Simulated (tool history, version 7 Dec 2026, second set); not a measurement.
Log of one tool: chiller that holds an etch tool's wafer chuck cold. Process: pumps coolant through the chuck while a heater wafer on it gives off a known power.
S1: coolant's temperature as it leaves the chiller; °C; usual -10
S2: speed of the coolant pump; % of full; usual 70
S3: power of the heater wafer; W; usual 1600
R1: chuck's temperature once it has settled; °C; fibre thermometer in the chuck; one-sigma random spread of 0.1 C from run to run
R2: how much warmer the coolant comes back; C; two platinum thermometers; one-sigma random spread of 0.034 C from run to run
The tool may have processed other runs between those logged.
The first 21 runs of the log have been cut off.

{"run": 22, "day": 33.438, "S1": -15, "S2": 70, "S3": 1254, "R1": -6.3, "R2": 3.95}
{"run": 23, "day": 34.858, "S1": -15, "S2": 70, "S3": 1254, "R1": -6.3, "R2": 3.98}
{"run": 24, "day": 36.725, "S1": -15, "S2": 70, "S3": 1254, "R1": -6.4, "R2": 3.92}
{"run": 25, "day": 38.975, "S1": -15, "S2": 70, "S3": 1254, "R1": -6.5, "R2": 3.85}
{"run": 26, "day": 40.45, "S1": -4, "S2": 70, "S3": 1600, "R1": 7, "R2": 5.03}
{"run": 27, "day": 42.638, "S1": -20, "S2": 70, "S3": 1600, "R1": -8.9, "R2": 5.05}
{"run": 28, "day": 44.417, "S1": -20, "S2": 70, "S3": 1600, "R1": -8.8, "R2": 4.98}
{"run": 29, "day": 45.75, "S1": -19, "S2": 70, "S3": 1600, "R1": -8, "R2": 4.99}
{"run": 30, "day": 46.704, "S1": -19, "S2": 70, "S3": 1600, "R1": -8.1, "R2": 4.99}
{"run": 31, "day": 48.1, "S1": -19, "S2": 93, "S3": 1600, "R1": -10.1, "R2": 3.66}
{"run": 32, "day": 49.592, "S1": -14, "S2": 70, "S3": 2190, "R1": 1.1, "R2": 6.88}

4 ways to go on from here, each from the tool as it stands after run 32. What would each give?
{"run": "A", "day": 50.679, "S1": -5, "S2": 70, "S3": 984, "R1": "?", "R2": "?"}
{"run": "B", "day": 50.679, "S1": 0, "S2": 70, "S3": 1490, "R1": "?", "R2": "?"}
{"run": "C", "day": 50.679, "S1": -6, "S2": 70, "S3": 2029, "R1": "?", "R2": "?"}
{"run": "D", "day": 50.679, "S1": -15, "S2": 86, "S3": 1035, "R1": "?", "R2": "?"}

run=A R1=1.7 R2=2.92
run=B R1=10.2 R2=4.64
run=C R1=8.1 R2=6.43
run=D R1=-9 R2=2.37
What these runs would have given with no unlogged condition in the tool:
run=A R1=1.7 R2=3.33
run=B R1=10.2 R2=5.05
run=C R1=8.1 R2=6.84
run=D R1=-9 R2=2.78

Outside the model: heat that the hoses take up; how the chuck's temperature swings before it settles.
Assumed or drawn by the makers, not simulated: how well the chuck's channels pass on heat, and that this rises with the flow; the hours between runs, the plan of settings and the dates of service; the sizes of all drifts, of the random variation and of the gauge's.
